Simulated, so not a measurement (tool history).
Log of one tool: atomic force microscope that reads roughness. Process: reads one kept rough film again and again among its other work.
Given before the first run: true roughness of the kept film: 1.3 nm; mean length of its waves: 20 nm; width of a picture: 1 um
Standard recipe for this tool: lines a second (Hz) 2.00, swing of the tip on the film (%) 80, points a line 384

run	hour	lines a second (Hz)	swing of the tip on the film (%)	points a line	roughness of the kept film (nm (root mean square))
1	0.0	2.00	80	384	0.931
2	6.8	2.00	80	384	0.923
# hour 10.5: new tip fitted
3	13.6	2.00	80	384	0.987
4	21.6	2.00	80	384	0.978
5	28.5	2.00	80	384	0.974
6	37.4	2.00	80	384	0.965
7	44.4	2.00	80	384	0.966
8	50.8	2.00	80	431	0.953
9	59.4	2.00	80	431	0.955
10	65.1	2.00	80	431	0.952
11	70.6	2.00	80	384	0.949
12	77.4	2.59	87	350	0.822
13	86.5	2.59	82	869	0.884
14	92.5	0.93	82	869	1.036

Predict the results of run 15:
# hour 94.3: height scale calibrated on a step standard
15	97.4	2.00	69	384	?

{"run 15": {"roughness of the kept film (nm (root mean square))": 1.016}}
Were there no unlogged condition in the tool, this run, its random variation unchanged, would have produced roughness of the kept film (nm (root mean square)) 1.071.

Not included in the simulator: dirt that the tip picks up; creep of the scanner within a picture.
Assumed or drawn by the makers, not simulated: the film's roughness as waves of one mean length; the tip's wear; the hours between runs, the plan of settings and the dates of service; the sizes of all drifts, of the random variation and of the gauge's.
